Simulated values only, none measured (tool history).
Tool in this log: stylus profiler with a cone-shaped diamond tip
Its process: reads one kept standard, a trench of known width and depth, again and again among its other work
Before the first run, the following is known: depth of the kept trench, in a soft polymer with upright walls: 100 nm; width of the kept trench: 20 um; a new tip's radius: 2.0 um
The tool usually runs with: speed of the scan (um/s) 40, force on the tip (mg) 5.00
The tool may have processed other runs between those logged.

| run | hour | speed of the scan (um/s) | force on the tip (mg) | depth of the trench (nm) | width of the trench's floor (µm) |
|---|---|---|---|---|---|
| 1 | 0.0 | 40 | 5.00 | 101.26 | 18.55 |
| 2 | 16.4 | 40 | 5.00 | 101.12 | 18.51 |
| 3 | 26.4 | 40 | 5.00 | 101.22 | 18.59 |
| 4 | 39.5 | 116 | 5.00 | 101.21 | 18.41 |
| 5 | 56.0 | 116 | 5.00 | 101.22 | 18.31 |
| 6 | 72.1 | 116 | 5.00 | 101.13 | 18.41 |
| 7 | 86.9 | 116 | 5.00 | 101.22 | 18.38 |
| 8 | 105.8 | 116 | 5.00 | 101.15 | 18.39 |
| 9 | 124.2 | 52 | 5.00 | 101.36 | 18.45 |
| 10 | 146.5 | 40 | 3.07 | 100.96 | 18.52 |
| 11 | 162.8 | 95 | 5.00 | 101.22 | 18.41 |
| 12 | 175.1 | 95 | 5.00 | 101.27 | 18.42 |
| 13 | 186.3 | 40 | 3.52 | 101.03 | 18.54 |
| 14 | 197.5 | 40 | 3.52 | 100.94 | 18.54 |
| 15 | 213.6 | 40 | 3.52 | 101.10 | 18.52 |
| 16 | 235.5 | 40 | 5.00 | 101.20 | 18.52 |
| 17 | 246.2 | 40 | 5.00 | 101.27 | 18.49 |
| 18 | 267.9 | 40 | 5.00 | 101.29 | 18.51 |
| 19 | 288.4 | 27 | 5.00 | 101.27 | 18.49 |
| 20 | 300.3 | 27 | 5.00 | 101.19 | 18.53 |
| 21 | 311.8 | 70 | 5.00 | 101.15 | 18.38 |
| 22 | 327.8 | 70 | 5.00 | 101.30 | 18.42 |
| 23 | 347.5 | 70 | 5.00 | 101.35 | 18.43 |
| 24 | 366.8 | 70 | 5.00 | 101.18 | 18.38 |
| 25 | 377.2 | 32 | 14.95 | 102.41 | 18.56 |
| 26 | 396.2 | 12 | 1.74 | 100.75 | 18.55 |
| 27 | 415.4 | 140 | 1.74 | 100.87 | 18.05 |
| 28 | 432.3 | 140 | 1.74 | 100.65 | 18.09 |
| 29 | 444.9 | 153 | 3.84 | 101.02 | 18.20 |
| 30 | 460.6 | 153 | 3.84 | 101.20 | 18.18 |
| 31 | 472.2 | 11 | 3.09 | 101.01 | 18.52 |
| 32 | 490.5 | 13 | 12.34 | 102.22 | 18.53 |
| 33 | 509.9 | 18 | 3.49 | 101.05 | 18.46 |
| 34 | 519.2 | 18 | 3.49 | 101.09 | 18.49 |
| 35 | 537.7 | 35 | 1.73 | 100.79 | 18.44 |
| 36 | 556.8 | 13 | 12.06 | 102.21 | 18.56 |
| 37 | 569.9 | 19 | 13.98 | 102.27 | 18.53 |
| 38 | 585.4 | 19 | 13.98 | 102.29 | 18.56 |
| 39 | 597.6 | 19 | 13.98 | 102.30 | 18.53 |
| 40 | 615.5 | 146 | 9.02 | 101.75 | 18.34 |
| 41 | 633.5 | 146 | 9.02 | 101.90 | 18.36 |
| 42 | 643.4 | 146 | 9.02 | 101.85 | 18.30 |
| 43 | 659.2 | 73 | 11.15 | 102.22 | 18.40 |
| 44 | 678.4 | 62 | 5.75 | 101.35 | 18.38 |
| 45 | 689.7 | 78 | 5.91 | 101.33 | 18.39 |
| 46 | 699.4 | 78 | 5.91 | 101.46 | 18.37 |

Consider 3 possible next runs. They are alternatives, not a sequence: every one starts from the tool as it was left by run 46. What does each give?
| A | 719.1 | 23 | 2.68 | ? | ? |
| B | 719.1 | 30 | 5.91 | ? | ? |
| C | 719.1 | 94 | 5.00 | ? | ? |

| run | depth of the trench (nm) | width of the trench's floor (µm) |
|---|---|---|
| A | 101.07 | 18.50 |
| B | 101.49 | 18.50 |
| C | 101.32 | 18.35 |
What these runs would have given with no unlogged condition in the tool:
| run | depth of the trench (nm) | width of the trench's floor (µm) |
|---|---|---|
| A | 100.80 | 18.72 |
| B | 101.22 | 18.72 |
| C | 101.05 | 18.56 |
